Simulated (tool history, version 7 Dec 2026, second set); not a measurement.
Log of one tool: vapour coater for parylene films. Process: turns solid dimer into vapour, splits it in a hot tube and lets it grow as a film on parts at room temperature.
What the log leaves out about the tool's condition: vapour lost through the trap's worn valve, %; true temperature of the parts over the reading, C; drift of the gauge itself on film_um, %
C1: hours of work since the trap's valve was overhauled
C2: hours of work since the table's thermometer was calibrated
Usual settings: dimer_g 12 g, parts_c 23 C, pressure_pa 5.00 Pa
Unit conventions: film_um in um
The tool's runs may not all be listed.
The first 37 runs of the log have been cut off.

run 38 day=68.867 | dimer_g=21 parts_c=30 pressure_pa=9.09 | C1=356 C2=160 | film_um=3.52
run 39 day=70.104 | dimer_g=11 parts_c=23 pressure_pa=5.00 | C1=369 C2=173 | film_um=2.57
run 40 day=72.438 | dimer_g=14 parts_c=28 pressure_pa=10.75 | C1=393 C2=197 | film_um=2.42
run 41 day=74.196 | dimer_g=12 parts_c=23 pressure_pa=2.72 | C1=411 C2=215 | film_um=3.08
-- day=74.533 trap's valve overhauled
run 42 day=76.046 | dimer_g=12 parts_c=23 pressure_pa=2.72 | C1=16 C2=233 | film_um=3.10
run 43 day=78.154 | dimer_g=7 parts_c=23 pressure_pa=2.72 | C1=37 C2=254 | film_um=1.84
run 44 day=79.354 | dimer_g=7 parts_c=23 pressure_pa=2.72 | C1=50 C2=267 | film_um=1.81
run 45 day=80.400 | dimer_g=7 parts_c=23 pressure_pa=2.72 | C1=61 C2=278 | film_um=1.84

4 options for the next run, each taken on its own from the tool as it stands now. Forecast them:
run A day=81.579 | dimer_g=18 parts_c=27 pressure_pa=8.54 | C1=73 C2=290 | film_um=?
run B day=81.579 | dimer_g=6 parts_c=29 pressure_pa=7.06 | C1=73 C2=290 | film_um=?
run C day=81.579 | dimer_g=12 parts_c=20 pressure_pa=4.02 | C1=73 C2=290 | film_um=?
run D day=81.579 | dimer_g=18 parts_c=28 pressure_pa=5.00 | C1=73 C2=290 | film_um=?

run=A film_um=3.38
run=B film_um=1.10
run=C film_um=3.21
run=D film_um=3.59
Had the tool no hidden state, the same runs would have come out as:
run=A film_um=3.36
run=B film_um=1.09
run=C film_um=3.20
run=D film_um=3.57
